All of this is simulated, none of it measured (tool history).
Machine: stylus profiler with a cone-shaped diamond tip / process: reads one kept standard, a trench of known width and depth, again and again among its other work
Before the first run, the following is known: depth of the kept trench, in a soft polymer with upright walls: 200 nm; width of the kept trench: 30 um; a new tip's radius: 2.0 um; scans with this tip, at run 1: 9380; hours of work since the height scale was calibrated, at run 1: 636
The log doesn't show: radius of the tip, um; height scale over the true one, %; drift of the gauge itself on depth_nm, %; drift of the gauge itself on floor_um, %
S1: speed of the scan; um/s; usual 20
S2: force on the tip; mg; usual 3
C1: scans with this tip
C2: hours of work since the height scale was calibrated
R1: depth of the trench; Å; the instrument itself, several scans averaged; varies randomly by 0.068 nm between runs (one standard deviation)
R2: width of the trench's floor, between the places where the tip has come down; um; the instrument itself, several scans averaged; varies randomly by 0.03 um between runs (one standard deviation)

run 1 day=0 | S1=20 S2=3 | C1=9380 C2=636 | R1=2030.2 R2=28.11
run 2 day=1.2 | S1=20 S2=3 | C1=9611 C2=652 | R1=2030 R2=28.1
run 3 day=3.229 | S1=20 S2=3 | C1=10002 C2=678 | R1=2030.2 R2=28.16
run 4 day=4.879 | S1=20 S2=3 | C1=10319 C2=700 | R1=2029.5 R2=28.16
run 5 day=7.042 | S1=20 S2=3 | C1=10736 C2=728 | R1=2030.9 R2=28.14
run 6 day=9.042 | S1=20 S2=3 | C1=11121 C2=754 | R1=2030.9 R2=28.13
run 7 day=11.238 | S1=20 S2=3 | C1=11544 C2=783 | R1=2029.5 R2=28.09
run 8 day=12.275 | S1=20 S2=1.48 | C1=11743 C2=797 | R1=2018.9 R2=28.06
run 9 day=13.879 | S1=20 S2=1.48 | C1=12052 C2=818 | R1=2018.7 R2=28.06
run 10 day=16.171 | S1=20 S2=1.48 | C1=12493 C2=847 | R1=2018.5 R2=28.08
run 11 day=17.196 | S1=20 S2=1.48 | C1=12690 C2=861 | R1=2018.3 R2=28.11
run 12 day=19.129 | S1=57 S2=1.48 | C1=13063 C2=886 | R1=2018.9 R2=27.76
-- day=19.554 height scale calibrated on a step standard
run 13 day=21.333 | S1=57 S2=1.48 | C1=13482 C2=23 | R1=2017.5 R2=27.81
run 14 day=22.758 | S1=57 S2=1.48 | C1=13757 C2=42 | R1=2018.3 R2=27.75
run 15 day=23.875 | S1=43 S2=3 | C1=13972 C2=56 | R1=2029.7 R2=28
run 16 day=25.304 | S1=43 S2=3 | C1=14247 C2=75 | R1=2029 R2=28.03
run 17 day=26.725 | S1=43 S2=3 | C1=14521 C2=94 | R1=2030.3 R2=27.99
run 18 day=28.975 | S1=20 S2=3.22 | C1=14954 C2=123 | R1=2030.5 R2=28.09
run 19 day=30.046 | S1=74 S2=3 | C1=15160 C2=137 | R1=2030.8 R2=27.82
run 20 day=31.971 | S1=6 S2=2.83 | C1=15530 C2=162 | R1=2028.8 R2=28.22
run 21 day=34.096 | S1=8 S2=3 | C1=15939 C2=190 | R1=2029.4 R2=28.22
run 22 day=35.208 | S1=8 S2=3 | C1=16154 C2=204 | R1=2030 R2=28.21
run 23 day=37.267 | S1=8 S2=3 | C1=16550 C2=231 | R1=2030.2 R2=28.22
run 24 day=39.2 | S1=6 S2=1.82 | C1=16922 C2=257 | R1=2021.7 R2=28.19
run 25 day=40.454 | S1=59 S2=1.82 | C1=17163 C2=273 | R1=2021.9 R2=27.88
run 26 day=41.9 | S1=59 S2=1.82 | C1=17442 C2=292 | R1=2021.2 R2=27.81
run 27 day=42.879 | S1=6 S2=3.35 | C1=17630 C2=305 | R1=2032.1 R2=28.21
run 28 day=43.838 | S1=6 S2=3.35 | C1=17815 C2=317 | R1=2032.4 R2=28.24
run 29 day=45.129 | S1=6 S2=3.35 | C1=18063 C2=334 | R1=2032.2 R2=28.22
run 30 day=46.658 | S1=6 S2=3.35 | C1=18358 C2=354 | R1=2032.4 R2=28.2
run 31 day=48.271 | S1=20 S2=2.07 | C1=18668 C2=375 | R1=2023.4 R2=28.09
run 32 day=50.238 | S1=29 S2=3.63 | C1=19046 C2=401 | R1=2033.5 R2=28.13
run 33 day=51.254 | S1=6 S2=3.61 | C1=19242 C2=414 | R1=2034.4 R2=28.2
run 34 day=53.012 | S1=6 S2=3.61 | C1=19580 C2=437 | R1=2034.9 R2=28.19
run 35 day=55.088 | S1=35 S2=1.12 | C1=19980 C2=464 | R1=2014.8 R2=27.95
run 36 day=56.6 | S1=35 S2=1.12 | C1=20271 C2=484 | R1=2015.5 R2=27.9
run 37 day=58.762 | S1=9 S2=1.47 | C1=20687 C2=512 | R1=2019.6 R2=28.11

For each entry between runs, how does the tool's hidden state at the last listed run before it compare with that at the first listed run after it?
Runs 12 to 13: height scale calibrated on a step standard (day 19.554)
  height scale over the true one, %: 0.005 -> 0
